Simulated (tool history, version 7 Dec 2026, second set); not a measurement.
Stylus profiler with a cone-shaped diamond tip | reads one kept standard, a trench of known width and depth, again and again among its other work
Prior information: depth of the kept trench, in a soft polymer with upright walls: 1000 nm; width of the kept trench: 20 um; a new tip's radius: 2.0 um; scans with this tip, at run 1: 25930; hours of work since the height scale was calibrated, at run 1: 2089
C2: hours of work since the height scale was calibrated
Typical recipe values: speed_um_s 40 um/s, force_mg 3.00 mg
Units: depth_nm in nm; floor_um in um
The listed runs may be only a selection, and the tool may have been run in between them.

run 1 hour=0.0 | speed_um_s=40 force_mg=3.00 | scans_with_this_tip=25930 C2=2089 | depth_nm=1012.07 floor_um=14.15
run 2 hour=48.2 | speed_um_s=40 force_mg=3.00 | scans_with_this_tip=26408 C2=2128 | depth_nm=1012.39 floor_um=14.08
run 3 hour=146.3 | speed_um_s=40 force_mg=3.00 | scans_with_this_tip=27381 C2=2206 | depth_nm=1012.33 floor_um=14.04
run 4 hour=231.3 | speed_um_s=40 force_mg=3.00 | scans_with_this_tip=28224 C2=2274 | depth_nm=1012.64 floor_um=13.97
run 5 hour=311.8 | speed_um_s=40 force_mg=3.00 | scans_with_this_tip=29023 C2=2338 | depth_nm=1012.70 floor_um=13.91
-- hour=372.5 height scale calibrated on a step standard
run 6 hour=396.3 | speed_um_s=40 force_mg=3.92 | scans_with_this_tip=29856 C2=19 | depth_nm=1016.09 floor_um=13.91
run 7 hour=437.8 | speed_um_s=55 force_mg=3.00 | scans_with_this_tip=30268 C2=52 | depth_nm=1014.37 floor_um=13.76
run 8 hour=525.6 | speed_um_s=55 force_mg=3.00 | scans_with_this_tip=31138 C2=122 | depth_nm=1014.83 floor_um=13.73
-- hour=591.2 new tip fitted, height scale calibrated
run 9 hour=612.2 | speed_um_s=40 force_mg=3.00 | scans_with_this_tip=208 C2=17 | depth_nm=1009.09 floor_um=16.24
run 10 hour=681.5 | speed_um_s=40 force_mg=3.00 | scans_with_this_tip=896 C2=72 | depth_nm=1009.62 floor_um=16.16
-- hour=744.1 height scale calibrated on a step standard, once more
run 11 hour=753.0 | speed_um_s=40 force_mg=3.00 | scans_with_this_tip=1600 C2=7 | depth_nm=1009.45 floor_um=16.08
run 12 hour=835.1 | speed_um_s=40 force_mg=3.00 | scans_with_this_tip=2415 C2=73 | depth_nm=1009.47 floor_um=16.06
run 13 hour=928.8 | speed_um_s=40 force_mg=3.00 | scans_with_this_tip=3343 C2=148 | depth_nm=1009.69 floor_um=15.93
run 14 hour=1010.1 | speed_um_s=139 force_mg=3.00 | scans_with_this_tip=4150 C2=213 | depth_nm=1009.90 floor_um=15.37
run 15 hour=1070.1 | speed_um_s=34 force_mg=2.69 | scans_with_this_tip=4745 C2=260 | depth_nm=1009.13 floor_um=15.83
run 16 hour=1161.5 | speed_um_s=158 force_mg=2.70 | scans_with_this_tip=5652 C2=334 | depth_nm=1009.26 floor_um=15.19
run 17 hour=1220.6 | speed_um_s=134 force_mg=5.60 | scans_with_this_tip=6238 C2=381 | depth_nm=1014.68 floor_um=15.34
run 18 hour=1290.3 | speed_um_s=134 force_mg=5.60 | scans_with_this_tip=6930 C2=436 | depth_nm=1014.39 floor_um=15.35
run 19 hour=1364.0 | speed_um_s=17 force_mg=2.80 | scans_with_this_tip=7661 C2=495 | depth_nm=1009.81 floor_um=15.61
run 20 hour=1456.1 | speed_um_s=45 force_mg=1.20 | scans_with_this_tip=8574 C2=569 | depth_nm=1005.57 floor_um=15.33
run 21 hour=1552.7 | speed_um_s=45 force_mg=1.20 | scans_with_this_tip=9533 C2=646 | depth_nm=1006.40 floor_um=15.18
run 22 hour=1635.5 | speed_um_s=156 force_mg=3.00 | scans_with_this_tip=10354 C2=712 | depth_nm=1010.59 floor_um=14.77
run 23 hour=1698.6 | speed_um_s=12 force_mg=1.65 | scans_with_this_tip=10979 C2=763 | depth_nm=1007.50 floor_um=15.27

Per-run results on a tool with no hidden state, each run keeping its own random variation:
Hidden state present: radius of the tip, um; height scale over the true one, %; drift of the gauge itself on depth_nm, %; drift of the gauge itself on floor_um, %.
run=1 depth_nm=1009.11 floor_um=16.38
run=2 depth_nm=1009.38 floor_um=16.34
run=3 depth_nm=1009.22 floor_um=16.37
run=4 depth_nm=1009.44 floor_um=16.36
run=5 depth_nm=1009.41 floor_um=16.35
run=6 depth_nm=1010.97 floor_um=16.41
run=7 depth_nm=1009.22 floor_um=16.28
run=8 depth_nm=1009.60 floor_um=16.32
run=9 depth_nm=1009.04 floor_um=16.34
run=10 depth_nm=1009.51 floor_um=16.34
run=11 depth_nm=1009.39 floor_um=16.33
run=12 depth_nm=1009.33 floor_um=16.40
run=13 depth_nm=1009.44 floor_um=16.37
run=14 depth_nm=1009.58 floor_um=15.90
run=15 depth_nm=1008.75 floor_um=16.41
run=16 depth_nm=1008.79 floor_um=15.86
run=17 depth_nm=1014.13 floor_um=16.06
run=18 depth_nm=1013.77 floor_um=16.14
run=19 depth_nm=1009.11 floor_um=16.47
run=20 depth_nm=1004.77 floor_um=16.28
run=21 depth_nm=1005.49 floor_um=16.21
run=22 depth_nm=1009.59 floor_um=15.87
run=23 depth_nm=1006.44 floor_um=16.43
